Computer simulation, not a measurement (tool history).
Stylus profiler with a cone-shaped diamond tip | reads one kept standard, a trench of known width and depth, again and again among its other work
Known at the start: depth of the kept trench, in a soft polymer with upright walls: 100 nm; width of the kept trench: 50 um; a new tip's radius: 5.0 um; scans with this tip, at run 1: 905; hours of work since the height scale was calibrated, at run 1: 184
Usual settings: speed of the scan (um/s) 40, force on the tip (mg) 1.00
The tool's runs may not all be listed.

| run | hour | speed of the scan (um/s) | force on the tip (mg) | scans with this tip | hours of work since the height scale was calibrated | depth of the trench (nm) | width of the trench's floor (nm) |
|---|---|---|---|---|---|---|---|
| 1 | 0.0 | 40 | 1.00 | 905 | 184 | 100.61 | 47470 |
| 2 | 27.9 | 40 | 1.00 | 1003 | 204 | 100.64 | 47470 |
| 3 | 42.5 | 40 | 1.00 | 1054 | 215 | 100.63 | 47430 |
| 4 | 68.0 | 40 | 1.00 | 1144 | 233 | 100.66 | 47370 |
| 5 | 87.6 | 40 | 1.00 | 1213 | 247 | 100.60 | 47400 |
| 6 | 108.8 | 40 | 1.00 | 1287 | 262 | 100.61 | 47430 |
| 7 | 139.2 | 40 | 1.00 | 1395 | 284 | 100.62 | 47450 |
| 8 | 172.7 | 40 | 1.00 | 1512 | 308 | 100.62 | 47410 |
| 9 | 190.7 | 40 | 1.00 | 1576 | 321 | 100.63 | 47410 |
| 10 | 213.3 | 40 | 1.00 | 1655 | 337 | 100.63 | 47390 |
| 11 | 231.0 | 31 | 0.98 | 1717 | 350 | 100.62 | 47430 |
| 12 | 249.9 | 110 | 0.68 | 1784 | 363 | 100.55 | 46480 |
| 13 | 273.3 | 110 | 0.68 | 1866 | 380 | 100.41 | 46470 |
| 14 | 288.0 | 114 | 1.71 | 1918 | 391 | 100.85 | 46920 |
| 15 | 322.0 | 112 | 0.84 | 2038 | 415 | 100.50 | 46530 |

Forecast run 16:
| 16 | 343.5 | 74 | 1.00 | 2113 | 430 | ? | ? |

{"run 16": {"depth of the trench (nm)": 100.61, "width of the trench's floor (nm)": 47000}}
Without the tool's hidden state the same run would have given depth of the trench (nm) 100.71, width of the trench's floor (nm) 47320.
